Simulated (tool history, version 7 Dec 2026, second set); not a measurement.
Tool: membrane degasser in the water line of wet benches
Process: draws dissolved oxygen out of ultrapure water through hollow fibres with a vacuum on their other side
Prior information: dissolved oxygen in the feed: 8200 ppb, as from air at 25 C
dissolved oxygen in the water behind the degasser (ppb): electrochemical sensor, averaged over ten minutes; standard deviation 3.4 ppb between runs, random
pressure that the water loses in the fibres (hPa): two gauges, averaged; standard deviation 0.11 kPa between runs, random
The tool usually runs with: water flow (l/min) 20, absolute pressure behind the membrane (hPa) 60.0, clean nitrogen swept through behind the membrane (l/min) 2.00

run	hour	water flow (l/min)	absolute pressure behind the membrane (hPa)	clean nitrogen swept through behind the membrane (l/min)	dissolved oxygen in the water behind the degasser (ppb)	pressure that the water loses in the fibres (hPa)
1	0.0	20	60.0	2.00	351.9	342.8
2	187.9	20	60.0	2.00	353.6	340.7
3	377.2	20	60.0	2.00	353.0	341.7
4	526.7	12	60.0	2.00	105.6	206.0
5	702.8	20	50.3	2.00	333.0	341.1
# hour 732.4: vacuum gauge calibrated
6	993.9	18	60.0	2.00	287.7	308.6
7	1141.2	18	60.0	2.00	284.7	308.8
8	1288.5	17	36.7	1.58	214.0	291.5
9	1433.6	24	62.8	1.20	586.3	412.6
10	1616.2	24	62.8	1.20	582.0	411.5
11	1929.4	23	37.8	4.67	417.6	394.8
12	2143.0	30	108.3	5.96	765.8	515.6
# hour 2247.4: vacuum gauge calibrated, once more
13	2404.1	25	74.3	2.27	590.4	429.8
14	2572.5	13	36.7	1.95	93.7	225.2

4 options for the next run, each taken on its own from the tool as it stands now. Forecast them:
A	2831.5	31	36.7	1.81	?	?
B	2831.5	20	60.0	0.84	?	?
C	2831.5	29	41.2	3.13	?	?
D	2831.5	13	81.6	1.95	?	?

run	dissolved oxygen in the water behind the degasser (ppb)	pressure that the water loses in the fibres (hPa)
A	758.2	534.6
B	439.7	343.1
C	674.3	499.1
D	164.2	225.4
Without the tool's unlogged condition, the same runs would have read:
run	dissolved oxygen in the water behind the degasser (ppb)	pressure that the water loses in the fibres (hPa)
A	731.2	526.7
B	424.2	338.0
C	649.4	491.7
D	157.5	222.1
